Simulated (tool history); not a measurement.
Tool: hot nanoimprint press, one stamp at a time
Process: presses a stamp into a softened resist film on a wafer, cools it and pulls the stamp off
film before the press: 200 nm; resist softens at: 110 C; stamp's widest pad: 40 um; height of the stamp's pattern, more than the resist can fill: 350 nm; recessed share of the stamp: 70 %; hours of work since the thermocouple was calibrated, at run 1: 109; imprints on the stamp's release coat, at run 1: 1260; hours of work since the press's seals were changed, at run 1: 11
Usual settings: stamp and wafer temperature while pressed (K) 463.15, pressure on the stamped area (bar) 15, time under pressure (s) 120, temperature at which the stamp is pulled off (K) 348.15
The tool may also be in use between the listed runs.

| run | hour | stamp and wafer temperature while pressed (K) | pressure on the stamped area (bar) | time under pressure (s) | temperature at which the stamp is pulled off (K) | hours of work since the thermocouple was calibrated | imprints on the stamp's release coat | hours of work since the press's seals were changed | resist left under the stamp's widest pad (Å) | greatest force while the stamp is pulled off (N) |
|---|---|---|---|---|---|---|---|---|---|---|
| 1 | 0 | 463.15 | 15 | 120 | 348.15 | 109 | 1260 | 11 | 856.9 | 237 |
|  | 43.3 | stamp cleaned and given a new release coat |
| 2 | 49.5 | 463.15 | 15 | 120 | 348.15 | 142 | 29 | 45 | 854 | 236 |
| 3 | 97.1 | 454.15 | 15 | 120 | 348.15 | 179 | 254 | 81 | 1105.7 | 236 |
| 4 | 158.5 | 463.15 | 15 | 120 | 348.15 | 226 | 543 | 129 | 855.7 | 237 |
| 5 | 243.4 | 463.15 | 15 | 120 | 348.15 | 292 | 942 | 194 | 853.9 | 241 |
| 6 | 323 | 463.15 | 15 | 120 | 348.15 | 353 | 1317 | 255 | 855 | 241 |
|  | 350.2 | stamp cleaned and given a new release coat |
| 7 | 371 | 463.15 | 15 | 120 | 348.15 | 385 | 98 | 288 | 852.2 | 234 |
| 8 | 461.5 | 455.15 | 15 | 120 | 348.15 | 455 | 524 | 358 | 1071.3 | 238 |
| 9 | 504.6 | 455.15 | 15 | 120 | 348.15 | 488 | 726 | 391 | 1068.7 | 233 |
| 10 | 599.3 | 472.15 | 15 | 120 | 348.15 | 561 | 1172 | 464 | 664 | 232 |
|  | 615 | plate thermocouple calibrated |
|  | 661.9 | stamp cleaned and given a new release coat |
| 11 | 681 | 463.15 | 15 | 120 | 354.15 | 46 | 90 | 520 | 848.9 | 217 |
| 12 | 755.6 | 463.15 | 15 | 120 | 354.15 | 104 | 441 | 577 | 847.9 | 217 |
| 13 | 826.4 | 463.15 | 15 | 120 | 354.15 | 158 | 774 | 632 | 847.3 | 217 |
|  | 871.7 | press's hydraulic seals changed and the load cell set to zero |
| 14 | 923.7 | 463.15 | 15 | 120 | 348.15 | 227 | 1195 | 40 | 847 | 242 |
|  | 976.3 | stamp cleaned and given a new release coat |
| 15 | 976.3 | 463.15 | 15 | 120 | 348.15 | 263 | 0 | 76 | 845.8 | 233 |
| 16 | 1068.1 | 463.15 | 15 | 159 | 341.15 | 334 | 432 | 147 | 767.6 | 255 |
| 17 | 1132.8 | 452.15 | 14.3 | 211 | 341.15 | 384 | 736 | 197 | 1001.5 | 255 |
| 18 | 1179.7 | 452.15 | 14.3 | 211 | 341.15 | 420 | 957 | 233 | 998.1 | 258 |
| 19 | 1263.9 | 463.15 | 15 | 139 | 350.15 | 485 | 1354 | 298 | 803.3 | 219 |
|  | 1284.1 | stamp cleaned and given a new release coat |
| 20 | 1325.2 | 463.15 | 15 | 139 | 350.15 | 527 | 193 | 340 | 800.4 | 229 |
|  | 1384 | plate thermocouple calibrated |
| 21 | 1384 | 455.15 | 9.1 | 120 | 337.15 | 0 | 456 | 383 | 1335.4 | 270 |
| 22 | 1437.8 | 464.15 | 15 | 63 | 348.15 | 41 | 709 | 425 | 1005.9 | 235 |
| 23 | 1529.7 | 464.15 | 15 | 203 | 339.15 | 112 | 1142 | 496 | 680.8 | 265 |
|  | 1594.1 | stamp cleaned and given a new release coat |
| 24 | 1628.4 | 464.15 | 15 | 203 | 339.15 | 184 | 161 | 567 | 681.1 | 267 |
| 25 | 1695.7 | 462.15 | 10.7 | 120 | 348.15 | 236 | 478 | 619 | 1035 | 228 |
| 26 | 1743.5 | 455.15 | 21.3 | 115 | 341.15 | 272 | 703 | 656 | 881.7 | 255 |
|  | 1759.4 | press's hydraulic seals changed and the load cell set to zero |
| 27 | 1841.5 | 456.15 | 10.5 | 114 | 338.15 | 342 | 1127 | 63 | 1233.7 | 265 |
| 28 | 1883.7 | 456.15 | 10.5 | 114 | 338.15 | 374 | 1326 | 96 | 1230.8 | 261 |

Forecast each of these 5 alternatives for the next run:
|  | 1901.7 | gauge calibrated |
|  | 1907.7 | stamp cleaned and given a new release coat |
| A | 1937.7 | 452.15 | 15 | 69 | 348.15 | 411 | 141 | 133 | ? | ? |
|  | 1901.7 | gauge calibrated |
|  | 1907.7 | stamp cleaned and given a new release coat |
| B | 1937.7 | 463.15 | 17.6 | 120 | 348.15 | 411 | 141 | 133 | ? | ? |
|  | 1901.7 | gauge calibrated |
|  | 1907.7 | stamp cleaned and given a new release coat |
| C | 1937.7 | 466.15 | 23.5 | 96 | 348.15 | 411 | 141 | 133 | ? | ? |
|  | 1901.7 | gauge calibrated |
|  | 1907.7 | stamp cleaned and given a new release coat |
| D | 1937.7 | 464.15 | 15 | 207 | 349.15 | 411 | 141 | 133 | ? | ? |
|  | 1901.7 | gauge calibrated |
|  | 1907.7 | stamp cleaned and given a new release coat |
| E | 1937.7 | 465.15 | 13.6 | 114 | 338.15 | 411 | 141 | 133 | ? | ? |

| run | resist left under the stamp's widest pad (Å) | greatest force while the stamp is pulled off (N) |
|---|---|---|
| A | 1354.6 | 237 |
| B | 781.3 | 240 |
| C | 652.5 | 242 |
| D | 690.8 | 233 |
| E | 871.9 | 260 |
Without the tool's hidden state the same runs would have given:
| run | resist left under the stamp's widest pad (Å) | greatest force while the stamp is pulled off (N) |
|---|---|---|
| A | 1355.6 | 237 |
| B | 781.9 | 240 |
| C | 653 | 242 |
| D | 691.4 | 233 |
| E | 872.5 | 260 |
